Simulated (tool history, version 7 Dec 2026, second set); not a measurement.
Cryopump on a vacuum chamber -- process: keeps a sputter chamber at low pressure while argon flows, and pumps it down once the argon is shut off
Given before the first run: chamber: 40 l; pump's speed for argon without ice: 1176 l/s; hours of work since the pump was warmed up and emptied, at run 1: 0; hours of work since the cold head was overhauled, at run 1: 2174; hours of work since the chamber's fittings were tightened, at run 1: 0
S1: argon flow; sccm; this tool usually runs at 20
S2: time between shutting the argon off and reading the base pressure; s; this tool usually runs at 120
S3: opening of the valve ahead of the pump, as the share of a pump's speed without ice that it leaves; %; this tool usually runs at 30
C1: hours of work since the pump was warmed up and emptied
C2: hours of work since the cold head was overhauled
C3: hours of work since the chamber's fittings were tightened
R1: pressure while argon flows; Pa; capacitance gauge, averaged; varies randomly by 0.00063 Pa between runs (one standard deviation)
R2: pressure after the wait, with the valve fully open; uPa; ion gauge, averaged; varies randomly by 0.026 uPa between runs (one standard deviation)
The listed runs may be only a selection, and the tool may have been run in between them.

run	day	S1	S2	S3	C1	C2	C3	R1	R2
1	0.000	20	120	30	0	2174	0	0.0967	1.14
2	4.296	20	120	30	87	2261	87	0.0980	1.20
3	7.296	20	120	30	148	2322	148	0.0984	1.21
4	9.946	20	120	30	201	2375	201	0.0990	1.24
5	11.804	20	120	30	239	2413	239	0.0992	1.31
6	14.262	20	120	30	289	2463	289	0.0982	1.34
7	17.988	20	120	30	364	2538	364	0.0995	1.33
8	20.262	20	120	30	410	2584	410	0.1002	1.35
# day 24.104: pump warmed up, emptied and cooled again
9	24.104	20	120	30	0	2657	483	0.0974	1.31
10	27.912	20	120	30	77	2735	560	0.0969	1.35
11	30.433	20	120	30	128	2785	611	0.0975	1.37
12	32.621	20	120	30	172	2830	656	0.0976	1.38
13	34.629	20	120	30	213	2870	696	0.1007	1.40
14	36.471	20	120	46	250	2908	734	0.0664	1.39
15	38.971	20	120	32	301	2958	784	0.0935	1.52
16	42.233	20	120	32	367	3024	850	0.0949	1.52
17	44.658	20	120	51	416	3073	899	0.0606	1.53
# day 48.029: pump warmed up, emptied and cooled again
18	48.292	20	120	51	5	3143	969	0.0571	1.46
19	52.496	20	103	30	90	3228	1054	0.0974	1.70
20	56.796	20	140	30	177	3315	1141	0.0993	1.41
21	59.350	35	279	24	229	3366	1192	0.2174	1.09
22	62.908	35	279	24	301	3438	1264	0.2169	1.13
23	65.783	35	279	24	359	3496	1322	0.2170	1.13

Run 24 has not been measured yet. What should we expect?
24	69.029	20	247	46	425	3562	1388	?	?

Run 24 produced R1 0.0679 Pa, R2 1.26 uPa.
Without the tool's hidden state the same run would have given R1 0.0621 Pa, R2 0.69 uPa.
